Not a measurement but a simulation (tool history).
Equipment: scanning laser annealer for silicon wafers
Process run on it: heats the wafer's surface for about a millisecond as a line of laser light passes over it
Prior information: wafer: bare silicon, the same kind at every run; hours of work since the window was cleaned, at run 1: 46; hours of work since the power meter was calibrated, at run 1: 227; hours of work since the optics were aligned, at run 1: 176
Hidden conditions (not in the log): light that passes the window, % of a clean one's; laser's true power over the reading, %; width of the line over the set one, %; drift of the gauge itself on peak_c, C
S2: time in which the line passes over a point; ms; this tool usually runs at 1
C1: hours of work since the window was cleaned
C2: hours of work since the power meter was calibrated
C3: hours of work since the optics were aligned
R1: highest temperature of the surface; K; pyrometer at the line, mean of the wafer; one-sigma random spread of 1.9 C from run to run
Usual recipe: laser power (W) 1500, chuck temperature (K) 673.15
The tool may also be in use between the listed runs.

run 1 hour=0 | laser_power_(W)=1500 S2=1 chuck_temperature_(K)=673.15 | C1=46 C2=227 C3=176 | R1=1368.15
run 2 hour=14.4 | laser_power_(W)=1500 S2=1 chuck_temperature_(K)=673.15 | C1=54 C2=235 C3=184 | R1=1371.15
run 3 hour=41.5 | laser_power_(W)=1500 S2=1 chuck_temperature_(K)=673.15 | C1=70 C2=251 C3=200 | R1=1367.15
run 4 hour=58.6 | laser_power_(W)=1326 S2=1 chuck_temperature_(K)=673.15 | C1=80 C2=261 C3=210 | R1=1280.15
run 5 hour=80.9 | laser_power_(W)=1326 S2=1 chuck_temperature_(K)=673.15 | C1=92 C2=274 C3=222 | R1=1281.15
run 6 hour=96.9 | laser_power_(W)=1500 S2=1.05 chuck_temperature_(K)=673.15 | C1=102 C2=283 C3=232 | R1=1380.15
run 7 hour=124.9 | laser_power_(W)=1500 S2=1.05 chuck_temperature_(K)=673.15 | C1=118 C2=299 C3=248 | R1=1378.15
run 8 hour=152 | laser_power_(W)=1500 S2=1.05 chuck_temperature_(K)=673.15 | C1=133 C2=314 C3=263 | R1=1376.15
run 9 hour=177.2 | laser_power_(W)=1500 S2=1.05 chuck_temperature_(K)=673.15 | C1=148 C2=329 C3=278 | R1=1377.15
run 10 hour=199.8 | laser_power_(W)=1500 S2=1.05 chuck_temperature_(K)=673.15 | C1=161 C2=342 C3=291 | R1=1378.15
run 11 hour=225.3 | laser_power_(W)=1500 S2=1.1 chuck_temperature_(K)=673.15 | C1=175 C2=357 C3=306 | R1=1387.15
run 12 hour=252.1 | laser_power_(W)=1617 S2=0.97 chuck_temperature_(K)=649.15 | C1=191 C2=372 C3=321 | R1=1384.15
run 13 hour=278.4 | laser_power_(W)=1598 S2=0.96 chuck_temperature_(K)=703.15 | C1=206 C2=387 C3=336 | R1=1422.15
run 14 hour=303 | laser_power_(W)=1625 S2=0.73 chuck_temperature_(K)=669.15 | C1=220 C2=401 C3=350 | R1=1319.15
run 15 hour=318.5 | laser_power_(W)=1500 S2=1 chuck_temperature_(K)=683.15 | C1=229 C2=410 C3=359 | R1=1363.15
run 16 hour=337.6 | laser_power_(W)=1500 S2=1 chuck_temperature_(K)=683.15 | C1=240 C2=421 C3=370 | R1=1363.15
run 17 hour=363.1 | laser_power_(W)=1500 S2=1 chuck_temperature_(K)=683.15 | C1=255 C2=436 C3=385 | R1=1362.15
run 18 hour=383.6 | laser_power_(W)=1500 S2=0.85 chuck_temperature_(K)=648.15 | C1=267 C2=448 C3=397 | R1=1278.15
run 19 hour=402.8 | laser_power_(W)=1500 S2=0.95 chuck_temperature_(K)=673.15 | C1=278 C2=459 C3=408 | R1=1333.15
run 20 hour=414.6 | laser_power_(W)=1431 S2=1 chuck_temperature_(K)=673.15 | C1=284 C2=466 C3=414 | R1=1319.15

5 options for the next run, each taken on its own from the tool as it stands now. Forecast them:
run A hour=426.8 | laser_power_(W)=1528 S2=1 chuck_temperature_(K)=685.15 | C1=291 C2=473 C3=421 | R1=?
run B hour=426.8 | laser_power_(W)=1315 S2=0.77 chuck_temperature_(K)=700.15 | C1=291 C2=473 C3=421 | R1=?
run C hour=426.8 | laser_power_(W)=1418 S2=1.12 chuck_temperature_(K)=656.15 | C1=291 C2=473 C3=421 | R1=?
run D hour=426.8 | laser_power_(W)=1605 S2=1.01 chuck_temperature_(K)=673.15 | C1=291 C2=473 C3=421 | R1=?
run E hour=426.8 | laser_power_(W)=1431 S2=1.24 chuck_temperature_(K)=673.15 | C1=291 C2=473 C3=421 | R1=?

run=A R1=1376.15
run=B R1=1223.15
run=C R1=1325.15
run=D R1=1403.15
run=E R1=1380.15
Had the tool no hidden state, the same runs would have come out as:
run=A R1=1404.15
run=B R1=1244.15
run=C R1=1352.15
run=D R1=1433.15
run=E R1=1409.15
